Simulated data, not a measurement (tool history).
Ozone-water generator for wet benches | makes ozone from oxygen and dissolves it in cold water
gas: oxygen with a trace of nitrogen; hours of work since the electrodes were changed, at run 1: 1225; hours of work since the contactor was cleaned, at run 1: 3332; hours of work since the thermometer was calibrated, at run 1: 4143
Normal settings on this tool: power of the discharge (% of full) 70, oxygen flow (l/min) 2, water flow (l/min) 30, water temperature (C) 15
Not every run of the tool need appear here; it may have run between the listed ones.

run	hour	power of the discharge (% of full)	oxygen flow (l/min)	water flow (l/min)	water temperature (C)	hours of work since the electrodes were changed	hours of work since the contactor was cleaned	hours of work since the thermometer was calibrated	dissolved ozone (ppm)	ozone in the gas ahead of the water (g/m3)
1	0	70	2	30	15	1225	3332	4143	6.7	219
2	30.2	70	2	30	15	1250	3357	4167	6.7	219.6
3	67.9	70	2	30	15	1280	3387	4198	6.8	220.3
# hour 93.2: water thermometer calibrated
4	109.2	70	2	30	15	1314	3421	13	6.8	221.3
5	155	70	2	30	15	1351	3458	50	6.8	222.1
6	192.2	70	2	21	15	1381	3488	81	10.6	220.6
7	231.9	70	2	21	15	1414	3521	113	10.7	221.8
8	274	70	1.85	21	15	1448	3555	148	10.3	230.1
9	329.4	70	1.85	21	15	1493	3600	193	10.3	231.2
10	364.4	70	1.85	21	15	1522	3629	221	10.3	228.7
11	435.8	42	1.42	44	8	1580	3687	280	2.5	186.6
12	482.3	42	1.42	44	8	1618	3725	318	2.5	184.3
# hour 501.4: water thermometer calibrated, once more
13	552.2	42	1.01	45	14	1675	3782	41	2.1	219.9
14	592.3	42	1.01	45	14	1708	3815	74	2	219.4
15	637.4	42	1.01	22	12	1744	3851	111	5.6	221.8
16	691.1	42	1.01	22	12	1788	3895	155	5.6	220.5
17	742.3	70	2.41	30	15	1830	3937	197	7	197.9
18	802.3	70	2.41	30	15	1879	3986	246	7.2	198.1
19	872.7	81	1.89	46	7	1937	4044	303	4.2	248.2

Take each entry between the runs: how does the hidden state at the last listed run before it differ from the hidden state at the first listed run after it?
Run 3 -> run 4: water thermometer calibrated (hour 93.2)
  true water temperature over the reading, C: 0.06 -> 0.07
  measured result minus the result with no hidden state, dissolved ozone (ppm): -0.2 -> -0.2; ozone in the gas ahead of the water (g/m3): -2.4 -> -2.5
Run 12 -> run 13: water thermometer calibrated, once more (hour 501.4)
  yield of the discharge, % of new electrodes': 98.5 -> 98.4; contactor's efficiency, % of a clean one's: 96.6 -> 96.5; true water temperature over the reading, C: 0.08 -> -0.07
  measured result minus the result with no hidden state, dissolved ozone (ppm): -0.1 -> +0; ozone in the gas ahead of the water (g/m3): -1.9 -> -2.3
